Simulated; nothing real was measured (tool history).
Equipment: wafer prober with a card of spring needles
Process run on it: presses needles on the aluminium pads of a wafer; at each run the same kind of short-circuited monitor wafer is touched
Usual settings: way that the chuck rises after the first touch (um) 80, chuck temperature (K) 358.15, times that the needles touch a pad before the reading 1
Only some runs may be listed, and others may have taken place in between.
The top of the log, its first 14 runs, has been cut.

run   hour  way that the chuck rises after the first touch (um)  chuck temperature (K)  times that the needles touch a pad before the reading  touches since the tips were cleaned  cleanings since the card got new needles  touches since the first contact's height was set  resistance of one needle with its contact and lead (mohm)  way that a needle slides on the pad (um)
     109.0  -- tips cleaned on abrasive film
 15  113.7                                                   80                 358.15                                                      1                                 1221                                        41                                             91916                                                        172                                     11.87
     116.8  -- tips cleaned on abrasive film
     124.6  -- tips cleaned on abrasive film
 16  125.5                                                   80                 358.15                                                      1                                  212                                        43                                             94898                                                        165                                     11.79
     132.5  -- tips cleaned on abrasive film
 17  135.8                                                   80                 375.15                                                      1                                  842                                        44                                             97528                                                        176                                     11.77
     140.2  -- tips cleaned on abrasive film
 18  146.4                                                   76                 382.15                                                      1                                 1578                                        45                                            100231                                                        183                                     11.05
     148.3  -- tips cleaned on abrasive film
 19  154.9                                                   76                 382.15                                                      1                                 1713                                        46                                            102417                                                        185                                     11.09
     156.5  -- tips cleaned on abrasive film
 20  161.2                                                   76                 382.15                                                      1                                 1217                                        47                                            104005                                                        180                                     11.14
     164.2  -- tips cleaned on abrasive film
 21  168.7                                                   69                 353.15                                                      1                                 1162                                        48                                            105908                                                        184                                      9.96
     172.0  -- tips cleaned on abrasive film
 22  179.2                                                   63                 312.15                                                      2                                 1862                                        49                                            108600                                                        177                                      8.96
     180.3  -- tips cleaned on abrasive film
     188.4  -- tips cleaned on abrasive film
 23  190.6                                                   63                 312.15                                                      2                                  564                                        51                                            111492                                                        162                                      8.98
     196.3  -- tips cleaned on abrasive film
 24  196.3                                                   80                 329.15                                                      1                                    0                                        52                                            112924                                                        147                                     11.54
     204.5  -- tips cleaned on abrasive film
 25  206.3                                                   85                 373.15                                                      1                                  460                                        53                                            115483                                                        168                                     12.22
 26  211.9                                                   61                 358.15                                                      1                                 1911                                        53                                            116934                                                        209                                      8.54
     212.5  -- tips cleaned on abrasive film
 27  218.2                                                   97                 358.15                                                      2                                 1467                                        54                                            118526                                                        159                                     14.22
     220.4  -- tips cleaned on abrasive film
 28  224.7                                                   71                 300.15                                                      3                                 1106                                        55                                            120168                                                        156                                     10.20
     228.6  -- tips cleaned on abrasive film
 29  234.9                                                   80                 388.15                                                      2                                 1632                                        56                                            122771                                                        172                                     11.52
     236.3  -- tips cleaned on abrasive film
     244.4  -- tips cleaned on abrasive film
 30  246.2                                                   80                 388.15                                                      2                                  462                                        58                                            125628                                                        165                                     11.55
     252.5  -- tips cleaned on abrasive film
 31  252.5                                                   94                 300.15                                                      1                                   11                                        59                                            127237                                                        144                                     13.65
     260.8  -- tips cleaned on abrasive film
 32  261.9                                                   94                 330.15                                                      2                                  290                                        60                                            129639                                                        152                                     13.59
     268.3  -- tips cleaned on abrasive film
 33  272.3                                                   94                 330.15                                                      2                                 1020                                        61                                            132289                                                        157                                     13.67
     276.1  -- tips cleaned on abrasive film
 34  282.8                                                   61                 330.15                                                      2                                 1724                                        62                                            134977                                                        185                                      8.51

3 options for the next run, each taken on its own from the tool as it stands now. Forecast them:
     283.7  -- tips cleaned on abrasive film
  A  290.3                                                   79                 308.15                                                      2                                 1702                                        63                                            136888                                                          ?                                         ?
     283.7  -- tips cleaned on abrasive film
  B  290.3                                                   74                 330.15                                                      2                                 1702                                        63                                            136888                                                          ?                                         ?
     283.7  -- tips cleaned on abrasive film
  C  290.3                                                   77                 358.15                                                      1                                 1702                                        63                                            136888                                                          ?                                         ?

run  resistance of one needle with its contact and lead (mohm)  way that a needle slides on the pad (um)
  A                                                        163                                     11.19
  B                                                        171                                     10.42
  C                                                        185                                     11.02
Without the tool's hidden state the same runs would have given:
run  resistance of one needle with its contact and lead (mohm)  way that a needle slides on the pad (um)
  A                                                        143                                     12.29
  B                                                        148                                     11.51
  C                                                        153                                     12.12
